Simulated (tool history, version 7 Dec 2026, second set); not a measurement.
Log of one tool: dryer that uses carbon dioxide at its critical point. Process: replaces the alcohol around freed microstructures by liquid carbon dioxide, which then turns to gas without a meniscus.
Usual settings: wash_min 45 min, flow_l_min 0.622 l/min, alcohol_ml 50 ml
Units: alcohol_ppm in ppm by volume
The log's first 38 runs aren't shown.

{"run": 39, "hour": 1101.8, "wash_min": 72, "flow_l_min": 0.799, "alcohol_ml": 60, "alcohol_ppm": 33}
{"run": 40, "hour": 1129.0, "wash_min": 35, "flow_l_min": 0.397, "alcohol_ml": 50, "alcohol_ppm": 798}
{"run": 41, "hour": 1151.7, "wash_min": 34, "flow_l_min": 0.818, "alcohol_ml": 50, "alcohol_ppm": 81}
{"run": 42, "hour": 1173.0, "wash_min": 34, "flow_l_min": 0.818, "alcohol_ml": 50, "alcohol_ppm": 89}
{"run": 43, "hour": 1207.2, "wash_min": 28, "flow_l_min": 0.705, "alcohol_ml": 81, "alcohol_ppm": 466}
{"run": 44, "hour": 1234.5, "wash_min": 28, "flow_l_min": 0.705, "alcohol_ml": 81, "alcohol_ppm": 476}
{"run": 45, "hour": 1270.0, "wash_min": 28, "flow_l_min": 0.705, "alcohol_ml": 81, "alcohol_ppm": 492}
{"run": 46, "hour": 1308.3, "wash_min": 71, "flow_l_min": 0.408, "alcohol_ml": 26, "alcohol_ppm": 66}

5 ways to go on from here, each from the tool as it stands after run 46. What would each give?
{"hour": 1322.4, "done": "inlet filter changed"}
{"run": "A", "hour": 1336.8, "wash_min": 54, "flow_l_min": 0.622, "alcohol_ml": 50, "alcohol_ppm": "?"}
{"hour": 1322.4, "done": "inlet filter changed"}
{"run": "B", "hour": 1336.8, "wash_min": 45, "flow_l_min": 0.622, "alcohol_ml": 74, "alcohol_ppm": "?"}
{"hour": 1322.4, "done": "inlet filter changed"}
{"run": "C", "hour": 1336.8, "wash_min": 71, "flow_l_min": 0.982, "alcohol_ml": 26, "alcohol_ppm": "?"}
{"hour": 1322.4, "done": "inlet filter changed"}
{"run": "D", "hour": 1336.8, "wash_min": 36, "flow_l_min": 0.538, "alcohol_ml": 37, "alcohol_ppm": "?"}
{"hour": 1322.4, "done": "inlet filter changed"}
{"run": "E", "hour": 1336.8, "wash_min": 45, "flow_l_min": 0.902, "alcohol_ml": 50, "alcohol_ppm": "?"}

run=A alcohol_ppm=47
run=B alcohol_ppm=74
run=C alcohol_ppm=41
run=D alcohol_ppm=173
run=E alcohol_ppm=44
Without the tool's hidden state the same runs would have given:
run=A alcohol_ppm=12
run=B alcohol_ppm=39
run=C alcohol_ppm=6
run=D alcohol_ppm=134
run=E alcohol_ppm=9
